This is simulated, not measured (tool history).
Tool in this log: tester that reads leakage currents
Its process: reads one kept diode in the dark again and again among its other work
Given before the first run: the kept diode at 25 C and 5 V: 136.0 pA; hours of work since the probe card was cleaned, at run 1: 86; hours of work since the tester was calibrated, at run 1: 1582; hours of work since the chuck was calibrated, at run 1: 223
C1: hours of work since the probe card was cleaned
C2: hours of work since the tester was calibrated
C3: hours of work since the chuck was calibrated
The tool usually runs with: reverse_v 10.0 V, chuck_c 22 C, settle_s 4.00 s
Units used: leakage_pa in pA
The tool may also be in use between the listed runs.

{"run": 1, "hour": 0.0, "reverse_v": 10.0, "chuck_c": 22, "settle_s": 4.0, "C1": 86, "C2": 1582, "C3": 223, "leakage_pa": 154.61}
{"run": 2, "hour": 73.7, "reverse_v": 6.2, "chuck_c": 22, "settle_s": 4.0, "C1": 133, "C2": 1629, "C3": 270, "leakage_pa": 119.21}
{"run": 3, "hour": 190.8, "reverse_v": 6.2, "chuck_c": 22, "settle_s": 0.36, "C1": 208, "C2": 1704, "C3": 345, "leakage_pa": 122.08}
{"run": 4, "hour": 335.6, "reverse_v": 10.0, "chuck_c": 22, "settle_s": 0.45, "C1": 301, "C2": 1797, "C3": 438, "leakage_pa": 159.63}
{"run": 5, "hour": 471.5, "reverse_v": 10.0, "chuck_c": 22, "settle_s": 4.0, "C1": 388, "C2": 1884, "C3": 526, "leakage_pa": 154.87}
{"hour": 514.0, "done": "chuck's temperature calibrated"}
{"run": 6, "hour": 592.8, "reverse_v": 10.0, "chuck_c": 22, "settle_s": 4.0, "C1": 465, "C2": 1961, "C3": 51, "leakage_pa": 155.0}
{"run": 7, "hour": 662.0, "reverse_v": 6.6, "chuck_c": 22, "settle_s": 4.0, "C1": 509, "C2": 2005, "C3": 95, "leakage_pa": 123.09}
{"run": 8, "hour": 796.5, "reverse_v": 6.6, "chuck_c": 22, "settle_s": 4.0, "C1": 596, "C2": 2092, "C3": 181, "leakage_pa": 123.04}
{"run": 9, "hour": 886.0, "reverse_v": 10.0, "chuck_c": 22, "settle_s": 2.82, "C1": 653, "C2": 2149, "C3": 239, "leakage_pa": 154.27}
{"run": 10, "hour": 1011.8, "reverse_v": 10.0, "chuck_c": 22, "settle_s": 2.82, "C1": 734, "C2": 2230, "C3": 319, "leakage_pa": 154.87}
{"run": 11, "hour": 1077.9, "reverse_v": 2.6, "chuck_c": 37, "settle_s": 1.71, "C1": 776, "C2": 2272, "C3": 362, "leakage_pa": 250.77}
{"run": 12, "hour": 1144.2, "reverse_v": 10.0, "chuck_c": 41, "settle_s": 3.14, "C1": 819, "C2": 2315, "C3": 404, "leakage_pa": 712.95}
{"run": 13, "hour": 1248.3, "reverse_v": 1.1, "chuck_c": 49, "settle_s": 4.0, "C1": 886, "C2": 2382, "C3": 471, "leakage_pa": 387.06}
{"run": 14, "hour": 1334.5, "reverse_v": 13.3, "chuck_c": 37, "settle_s": 0.48, "C1": 941, "C2": 2437, "C3": 526, "leakage_pa": 618.22}

Run 15, settings as shown, results not yet in. Your forecast:
{"hour": 1379.6, "done": "chuck's temperature calibrated"}
{"run": 15, "hour": 1446.3, "reverse_v": 13.3, "chuck_c": 37, "settle_s": 0.48, "C1": 1011, "C2": 2507, "C3": 43, "leakage_pa": "?"}

leakage_pa: 621.52 pA
Minus the tool's unlogged condition, the same run would have read leakage_pa 621.36 pA.
